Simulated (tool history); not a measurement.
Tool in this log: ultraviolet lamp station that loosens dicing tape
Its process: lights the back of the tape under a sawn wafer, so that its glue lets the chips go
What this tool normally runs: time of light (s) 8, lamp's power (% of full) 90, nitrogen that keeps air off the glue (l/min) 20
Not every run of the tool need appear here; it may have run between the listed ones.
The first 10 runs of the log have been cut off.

| run | hour | time of light (s) | lamp's power (% of full) | nitrogen that keeps air off the glue (l/min) | force that peels the tape off (N) | light that reached the tape (mJ/cm²) |
|---|---|---|---|---|---|---|
| 11 | 610.9 | 8 | 77 | 16 | 1.354 | 403 |
| 12 | 669.3 | 8 | 90 | 9 | 1.672 | 456 |
| 13 | 729.3 | 8 | 90 | 9 | 1.624 | 440 |
| 14 | 804.3 | 8 | 90 | 9 | 1.736 | 431 |
|  | 812.5 | window cleaned of glue's vapour |
| 15 | 872.7 | 8 | 90 | 9 | 1.398 | 495 |
| 16 | 931.0 | 8 | 90 | 9 | 1.484 | 483 |
| 17 | 978.5 | 8 | 90 | 20 | 0.781 | 471 |
| 18 | 1038.0 | 8 | 90 | 20 | 0.836 | 467 |
| 19 | 1096.3 | 8 | 90 | 20 | 0.887 | 448 |
| 20 | 1169.2 | 8 | 90 | 20 | 0.960 | 438 |
|  | 1239.4 | lamp changed |
| 21 | 1254.0 | 13 | 90 | 20 | 0.190 | 906 |
| 22 | 1303.5 | 4 | 90 | 20 | 2.081 | 271 |
|  | 1380.6 | window cleaned of glue's vapour |
| 23 | 1385.0 | 10 | 89 | 17 | 0.295 | 776 |
| 24 | 1469.2 | 5 | 89 | 17 | 1.444 | 376 |
| 25 | 1520.1 | 7 | 85 | 8 | 1.582 | 495 |
| 26 | 1578.2 | 7 | 85 | 8 | 1.559 | 482 |
| 27 | 1627.9 | 4 | 74 | 10 | 3.316 | 234 |
| 28 | 1687.4 | 8 | 90 | 13 | 0.863 | 568 |
| 29 | 1766.5 | 6 | 85 | 9 | 2.105 | 383 |

Predict the results of run 30:
| 30 | 1830.5 | 5 | 85 | 9 | ? | ? |

{"run 30": {"force that peels the tape off (N)": 2.62, "light that reached the tape (mJ/cm²)": 313}}
With no hidden state in the tool, this same run would have given force that peels the tape off (N) 2.060, light that reached the tape (mJ/cm²) 381.
